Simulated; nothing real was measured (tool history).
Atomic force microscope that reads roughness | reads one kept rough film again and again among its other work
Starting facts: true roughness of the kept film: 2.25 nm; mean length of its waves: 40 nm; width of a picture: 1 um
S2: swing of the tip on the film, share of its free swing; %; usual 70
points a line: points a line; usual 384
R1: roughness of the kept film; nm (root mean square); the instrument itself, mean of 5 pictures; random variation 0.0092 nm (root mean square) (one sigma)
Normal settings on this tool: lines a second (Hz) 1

Run 1, day 0: usual settings. Result: R1 1.984 nm (root mean square).
Run 2, day 0.5: usual settings. Result: R1 1.948 nm (root mean square).
Run 3, day 1.158: usual settings. Result: R1 1.939 nm (root mean square).
At day 1.638: new tip fitted.
Run 4, day 1.875: usual settings but points a line 601. Result: R1 2.075 nm (root mean square).
Run 5, day 2.679: usual settings but points a line 601. Result: R1 2.026 nm (root mean square).
Run 6, day 3.383: usual settings but points a line 601. Result: R1 2.007 nm (root mean square).
Run 7, day 4.096: usual settings but points a line 601. Result: R1 1.979 nm (root mean square).
Run 8, day 4.821: usual settings but points a line 601. Result: R1 1.955 nm (root mean square).
At day 5.404: new tip fitted.
Run 9, day 5.483: usual settings. Result: R1 2.064 nm (root mean square).
Run 10, day 6.242: usual settings. Result: R1 2.026 nm (root mean square).
Run 11, day 7.088: usual settings but lines a second (Hz) 0.99. Result: R1 2.016 nm (root mean square).
Run 12, day 7.875: usual settings but lines a second (Hz) 1.04. Result: R1 1.975 nm (root mean square).
Run 13, day 8.779: usual settings but lines a second (Hz) 1.04. Result: R1 1.933 nm (root mean square).
At day 9.192: new tip fitted.
Run 14, day 9.492: usual settings but S2 71 %. Result: R1 2.062 nm (root mean square).
Run 15, day 10.104: usual settings but lines a second (Hz) 1.17, S2 71 %, points a line 499. Result: R1 2.013 nm (root mean square).
Run 16, day 10.629: usual settings but lines a second (Hz) 1.24, S2 63 %, points a line 1003. Result: R1 2.044 nm (root mean square).
Run 17, day 11.142: usual settings but lines a second (Hz) 1.24, S2 63 %, points a line 1003. Result: R1 2.01 nm (root mean square).
Run 18, day 11.933: usual settings but lines a second (Hz) 2.72, S2 63 %, points a line 475. Result: R1 1.881 nm (root mean square).
Run 19, day 12.767: usual settings but S2 63 %, points a line 678. Result: R1 1.971 nm (root mean square).
At day 12.929: new tip fitted.
Run 20, day 13.392: usual settings but lines a second (Hz) 1.66, points a line 424. Result: R1 1.989 nm (root mean square).
Run 21, day 14.062: usual settings but lines a second (Hz) 1.87, S2 74 %, points a line 424. Result: R1 1.905 nm (root mean square).
Run 22, day 14.854: usual settings but lines a second (Hz) 1.87, S2 74 %, points a line 424. Result: R1 1.876 nm (root mean square).
Run 23, day 15.671: usual settings but lines a second (Hz) 1.87, S2 74 %, points a line 424. Result: R1 1.834 nm (root mean square).
Run 24, day 16.312: usual settings but lines a second (Hz) 1.87, S2 74 %, points a line 424. Result: R1 1.816 nm (root mean square).
At day 16.708: new tip fitted.
Run 25, day 17.004: usual settings but lines a second (Hz) 1.87, S2 74 %, points a line 424. Result: R1 1.927 nm (root mean square).

Run 26 comes next. What will it give?
Run 26, day 17.462: usual settings but lines a second (Hz) 1.87, S2 74 %, points a line 424. Result: R1 ?.

Run 26 yielded R1 1.912 nm (root mean square).
The same run, on a tool lacking any hidden state, would have yielded R1 1.937 nm (root mean square).

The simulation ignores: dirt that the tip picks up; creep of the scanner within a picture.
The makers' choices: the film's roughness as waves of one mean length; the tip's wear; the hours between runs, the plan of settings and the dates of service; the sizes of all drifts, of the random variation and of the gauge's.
